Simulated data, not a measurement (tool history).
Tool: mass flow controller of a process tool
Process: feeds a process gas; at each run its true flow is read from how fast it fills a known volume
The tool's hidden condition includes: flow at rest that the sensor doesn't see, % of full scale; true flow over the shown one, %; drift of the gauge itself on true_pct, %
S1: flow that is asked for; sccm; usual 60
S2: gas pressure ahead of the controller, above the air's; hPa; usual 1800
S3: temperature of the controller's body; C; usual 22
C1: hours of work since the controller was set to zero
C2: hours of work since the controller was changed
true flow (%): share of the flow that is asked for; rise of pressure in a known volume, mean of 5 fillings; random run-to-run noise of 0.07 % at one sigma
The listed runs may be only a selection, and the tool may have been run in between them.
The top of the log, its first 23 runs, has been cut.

{"run": 24, "day": 123.333, "S1": 60, "S2": 1800, "S3": 22, "C1": 2950, "C2": 2950, "true flow (%)": 97.5}
{"run": 25, "day": 127.592, "S1": 60, "S2": 2130, "S3": 36, "C1": 3005, "C2": 3005, "true flow (%)": 98.49}
{"run": 26, "day": 130.675, "S1": 12, "S2": 1530, "S3": 22, "C1": 3045, "C2": 3045, "true flow (%)": 96.21}
{"run": 27, "day": 135.7, "S1": 15, "S2": 1800, "S3": 22, "C1": 3110, "C2": 3110, "true flow (%)": 96.18}
{"run": 28, "day": 140.533, "S1": 69, "S2": 1800, "S3": 22, "C1": 3173, "C2": 3173, "true flow (%)": 97.5}
{"run": 29, "day": 144.388, "S1": 24, "S2": 1970, "S3": 22, "C1": 3222, "C2": 3222, "true flow (%)": 96.29}
{"run": 30, "day": 147.808, "S1": 19, "S2": 1970, "S3": 30, "C1": 3267, "C2": 3267, "true flow (%)": 96.87}
{"day": 152.167, "done": "gauge calibrated"}
{"run": 31, "day": 152.167, "S1": 48, "S2": 2300, "S3": 35, "C1": 3323, "C2": 3323, "true flow (%)": 99.35}
{"run": 32, "day": 156.929, "S1": 10, "S2": 1800, "S3": 31, "C1": 3385, "C2": 3385, "true flow (%)": 98.31}
{"run": 33, "day": 161.804, "S1": 10, "S2": 1800, "S3": 31, "C1": 3448, "C2": 3448, "true flow (%)": 98.29}
{"run": 34, "day": 167.933, "S1": 13, "S2": 1440, "S3": 27, "C1": 3527, "C2": 3527, "true flow (%)": 98.21}
{"run": 35, "day": 173.596, "S1": 68, "S2": 1800, "S3": 30, "C1": 3600, "C2": 3600, "true flow (%)": 99.51}
{"run": 36, "day": 177.204, "S1": 29, "S2": 1670, "S3": 35, "C1": 3647, "C2": 3647, "true flow (%)": 98.9}
{"run": 37, "day": 182.925, "S1": 29, "S2": 1670, "S3": 35, "C1": 3721, "C2": 3721, "true flow (%)": 99.05}
{"run": 38, "day": 185.783, "S1": 25, "S2": 1800, "S3": 32, "C1": 3758, "C2": 3758, "true flow (%)": 98.42}
{"run": 39, "day": 192.638, "S1": 69, "S2": 1440, "S3": 36, "C1": 3846, "C2": 3846, "true flow (%)": 100.32}
{"run": 40, "day": 199.333, "S1": 13, "S2": 2260, "S3": 22, "C1": 3933, "C2": 3933, "true flow (%)": 96.6}
{"run": 41, "day": 202.708, "S1": 38, "S2": 1630, "S3": 32, "C1": 3977, "C2": 3977, "true flow (%)": 98.69}
{"run": 42, "day": 207.975, "S1": 35, "S2": 1960, "S3": 28, "C1": 4045, "C2": 4045, "true flow (%)": 97.91}
{"run": 43, "day": 214.583, "S1": 35, "S2": 1960, "S3": 28, "C1": 4130, "C2": 4130, "true flow (%)": 97.86}
{"run": 44, "day": 221.479, "S1": 35, "S2": 1920, "S3": 28, "C1": 4220, "C2": 4220, "true flow (%)": 97.96}
{"run": 45, "day": 226.683, "S1": 41, "S2": 1540, "S3": 23, "C1": 4287, "C2": 4287, "true flow (%)": 97.83}
{"run": 46, "day": 231.642, "S1": 18, "S2": 2260, "S3": 35, "C1": 4351, "C2": 4351, "true flow (%)": 97.78}
{"run": 47, "day": 238.638, "S1": 18, "S2": 2260, "S3": 35, "C1": 4441, "C2": 4441, "true flow (%)": 97.55}
{"run": 48, "day": 243.717, "S1": 18, "S2": 2260, "S3": 35, "C1": 4507, "C2": 4507, "true flow (%)": 97.58}

What if the next run were any one of these 4? Each begins from the tool's condition after run 48:
{"run": "A", "day": 248.583, "S1": 59, "S2": 1520, "S3": 22, "C1": 4570, "C2": 4570, "true flow (%)": "?"}
{"run": "B", "day": 248.583, "S1": 66, "S2": 2600, "S3": 35, "C1": 4570, "C2": 4570, "true flow (%)": "?"}
{"run": "C", "day": 248.583, "S1": 16, "S2": 1800, "S3": 22, "C1": 4570, "C2": 4570, "true flow (%)": "?"}
{"run": "D", "day": 248.583, "S1": 18, "S2": 2260, "S3": 37, "C1": 4570, "C2": 4570, "true flow (%)": "?"}

run=A true_flow_(%)=97.99
run=B true_flow_(%)=98.57
run=C true_flow_(%)=96.59
run=D true_flow_(%)=97.71
Had the tool no hidden state, the same runs would have come out as:
run=A true_flow_(%)=98.99
run=B true_flow_(%)=99.58
run=C true_flow_(%)=97.57
run=D true_flow_(%)=98.70
